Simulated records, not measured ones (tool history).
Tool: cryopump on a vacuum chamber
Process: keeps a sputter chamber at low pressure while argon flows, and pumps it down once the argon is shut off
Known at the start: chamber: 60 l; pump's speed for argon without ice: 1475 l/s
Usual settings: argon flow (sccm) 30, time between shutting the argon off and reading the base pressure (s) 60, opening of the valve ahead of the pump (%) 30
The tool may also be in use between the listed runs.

run     day  argon flow (sccm)  time between shutting the argon off and reading the base pressure (s)  opening of the valve ahead of the pump (%)  pressure while argon flows (Pa)  pressure after the wait (uPa)
  1       0                 30                                                                     60                                          30                           0.1222                           2.12
  2   4.183                 30                                                                     60                                          30                           0.1262                           2.33
  3   8.188                 30                                                                     60                                          30                           0.1281                           2.56
     10.354  -- pump warmed up, emptied and cooled again
  4  11.242                 30                                                                     60                                          30                           0.1148                            2.1
  5  13.488                 30                                                                     60                                          30                           0.1172                           2.13
  6  17.488                 30                                                                     60                                          18                           0.1939                           2.31
  7  20.583                 30                                                                     60                                          30                           0.1201                           2.37
  8  23.508                 30                                                                     60                                          30                           0.1223                           2.48
  9  26.917                 45                                                                     60                                          30                           0.1876                           2.73
 10  30.025                 45                                                                     60                                          30                           0.1902                           2.83
 11   32.45                 45                                                                     60                                          30                            0.193                           2.98
     32.946  -- pump warmed up, emptied and cooled again
 12  35.167                 30                                                                     60                                          30                           0.1163                           2.45
 13  39.738                 30                                                                     60                                          30                           0.1204                           2.59
 14  44.104                 13                                                                    260                                          15                           0.1035                           2.08
 15  46.462                 19                                                                    271                                          26                           0.0886                            2.2
 16  50.479                 30                                                                    109                                          31                            0.123                           2.82
 17  54.588                 30                                                                    213                                          16                           0.2301                           2.77
      55.55  -- pump warmed up, emptied and cooled again
 18  58.079                 30                                                                    163                                          38                            0.092                           2.23
 19  61.333                 20                                                                    163                                          17                           0.1367                           2.35
 20  65.329                 36                                                                     85                                          25                           0.1721                           2.92
 21  68.708                 36                                                                     85                                          25                           0.1754                           3.06
 22  72.942                 60                                                                     22                                          33                           0.2298                           4.99
 23  77.233                 60                                                                     22                                          33                           0.2372                           5.27
     78.179  -- pump warmed up, emptied and cooled again
 24  80.562                 30                                                                     60                                          18                           0.1932                           3.09
 25  83.271                 30                                                                     60                                          18                           0.1931                           3.17
 26  87.712                 22                                                                     90                                          27                           0.0976                           3.15

5 ways to go on from here, each from the tool as it stands after run 26. What would each give?
  A  90.783                 41                                                                     60                                          30                                ?                              ?
  B  90.783                 30                                                                     60                                          54                                ?                              ?
  C  90.783                 38                                                                     60                                          22                                ?                              ?
  D  90.783                 39                                                                    189                                          19                                ?                              ?
  E  90.783                 13                                                                    214                                          27                                ?                              ?

run  pressure while argon flows (Pa)  pressure after the wait (uPa)
  A                           0.1679                           3.58
  B                           0.0725                           3.63
  C                           0.2088                           3.63
  D                           0.2466                           3.01
  E                           0.0592                           2.95
Without the tool's hidden state the same runs would have given:
run  pressure while argon flows (Pa)  pressure after the wait (uPa)
  A                           0.1565                            1.1
  B                           0.0641                            1.1
  C                           0.1982                           1.11
  D                           0.2357                            0.5
  E                           0.0556                           0.43

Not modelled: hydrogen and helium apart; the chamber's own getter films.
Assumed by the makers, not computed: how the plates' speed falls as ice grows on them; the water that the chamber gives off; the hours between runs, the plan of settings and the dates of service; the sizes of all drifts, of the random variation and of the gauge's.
